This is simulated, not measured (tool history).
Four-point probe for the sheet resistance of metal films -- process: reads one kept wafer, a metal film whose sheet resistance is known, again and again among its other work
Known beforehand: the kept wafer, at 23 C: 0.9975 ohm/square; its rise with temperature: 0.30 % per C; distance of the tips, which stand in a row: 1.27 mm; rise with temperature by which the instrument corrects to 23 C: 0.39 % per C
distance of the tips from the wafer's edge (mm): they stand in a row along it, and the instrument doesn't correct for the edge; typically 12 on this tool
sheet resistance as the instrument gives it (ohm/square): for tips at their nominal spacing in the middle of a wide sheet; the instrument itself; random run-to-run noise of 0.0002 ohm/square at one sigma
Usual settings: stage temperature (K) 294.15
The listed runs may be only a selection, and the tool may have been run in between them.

run,hour,stage temperature (K),distance of the tips from the wafer's edge (mm),sheet resistance as the instrument gives it (ohm/square)
1,0.0,294.15,12,1.005440
2,8.0,294.15,12,1.005272
3,20.9,301.15,12,0.999189
4,36.0,301.15,12,0.999498
5,46.1,301.15,12,0.998836
6,58.4,301.15,12,0.998764
7,73.5,301.15,12,0.999233
8,83.6,301.15,12,0.999434
9,94.7,301.15,12,0.999271
10,105.3,301.15,12,0.999224
11,115.4,301.15,12,0.999353
12,121.8,301.15,12,0.999035
13,130.0,301.15,12,0.999061
14,137.0,295.15,22,1.000243
15,152.0,303.15,20,0.993793

Run 16 has not been measured yet. What should we expect?
16,164.2,303.15,20,?

{"run 16": {"sheet resistance as the instrument gives it (ohm/square)": 0.993806}}
If the tool had no hidden condition, the same run with the same run-to-run variation would have returned sheet resistance as the instrument gives it (ohm/square) 0.993783.
